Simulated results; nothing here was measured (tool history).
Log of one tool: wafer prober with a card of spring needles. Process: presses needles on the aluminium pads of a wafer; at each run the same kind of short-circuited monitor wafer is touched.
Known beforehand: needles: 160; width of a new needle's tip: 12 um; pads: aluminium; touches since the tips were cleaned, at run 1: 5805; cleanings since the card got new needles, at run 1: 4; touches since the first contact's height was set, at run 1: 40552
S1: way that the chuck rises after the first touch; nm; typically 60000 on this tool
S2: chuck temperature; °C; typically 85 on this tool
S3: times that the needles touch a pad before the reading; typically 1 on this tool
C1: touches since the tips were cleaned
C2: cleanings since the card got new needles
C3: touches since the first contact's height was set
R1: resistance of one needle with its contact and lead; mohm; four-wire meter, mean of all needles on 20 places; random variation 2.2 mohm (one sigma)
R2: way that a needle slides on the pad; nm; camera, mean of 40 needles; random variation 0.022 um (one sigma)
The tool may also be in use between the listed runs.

run	day	S1	S2	S3	C1	C2	C3	R1	R2
1	0.000	60000	85	1	5805	4	40552	308	12210
# day 0.300: tips cleaned on abrasive film
2	0.746	60000	85	1	4007	5	47254	308	12150
# day 1.258: tips cleaned on abrasive film
3	2.050	60000	85	1	7182	6	59058	310	12140
# day 2.175: tips cleaned on abrasive film
# day 3.154: tips cleaned on abrasive film
4	3.283	60000	37	1	1159	8	70133	266	12100
5	3.888	60000	37	1	6646	8	75620	300	12090
# day 4.112: tips cleaned on abrasive film
6	4.812	60000	37	1	6335	9	83965	303	12120
# day 5.075: tips cleaned on abrasive film
7	5.912	60000	85	1	7608	10	93905	314	12120
# day 6.000: tips cleaned on abrasive film
# day 6.962: tips cleaned on abrasive film
8	7.242	60000	85	1	2545	12	105854	303	12100
# day 7.883: tips cleaned on abrasive film
9	7.950	60000	85	1	621	13	112251	268	12070
# day 8.821: tips cleaned on abrasive film
10	8.821	60000	25	1	0	14	120090	229	12070
11	9.583	60000	25	2	6899	14	126989	274	12040
# day 9.767: tips cleaned on abrasive film
12	10.512	60000	25	2	6779	15	135393	277	12020
# day 10.733: tips cleaned on abrasive film
13	11.104	60000	85	2	3341	16	140688	283	12050
# day 11.667: tips cleaned on abrasive film
14	11.933	60000	60	1	2388	17	148157	292	12020
# day 12.588: tips cleaned on abrasive film
15	12.846	60000	85	1	2336	18	156398	301	12000
# day 13.546: tips cleaned on abrasive film
# day 13.967: height of the first contact set anew
16	14.012	40000	48	1	4128	19	434	368	8130
# day 14.521: tips cleaned on abrasive film
17	14.579	40000	48	1	552	20	5538	292	8140
18	15.308	40000	48	3	7155	20	12141	284	8110
# day 15.500: tips cleaned on abrasive film
19	15.921	63000	48	3	3791	21	17636	253	12780
# day 16.433: tips cleaned on abrasive film
20	17.058	63000	48	3	5653	22	27908	255	12770
# day 17.412: tips cleaned on abrasive film
# day 18.371: tips cleaned on abrasive film
21	18.388	76000	106	1	156	24	39883	252	15420
# day 19.325: tips cleaned on abrasive film
22	19.583	76000	106	1	2320	25	50668	285	15410
# day 20.329: tips cleaned on abrasive film
23	20.871	59000	29	1	4914	26	62291	309	11920
# day 21.292: tips cleaned on abrasive film
24	22.104	59000	29	1	7352	27	73440	308	11900
# day 22.258: tips cleaned on abrasive film
25	23.012	49000	85	2	6832	28	81626	300	9870
# day 23.200: tips cleaned on abrasive film
# day 24.158: tips cleaned on abrasive film
26	24.158	49000	85	2	0	30	91946	245	9830

Results for each run, recomputed without the tool's hidden state and with each run's random variation untouched:
Hidden conditions of the tool in this case: debris on the tips, nm; way that the needles fall short of the set height, um; tips' diameter, um; drift of the gauge itself on contact_mohm, %; drift of the gauge itself on scrub_um, %.
run	R1	R2
1	241	12240
2	242	12200
3	239	12200
4	227	12180
5	225	12160
6	228	12210
7	242	12220
8	240	12220
9	239	12200
10	225	12220
11	226	12180
12	229	12180
13	243	12220
14	234	12200
15	242	12180
16	237	8130
17	239	8150
18	235	8130
19	229	12800
20	229	12800
21	244	15470
22	245	15470
23	230	11990
24	227	11980
25	242	9960
26	238	9940
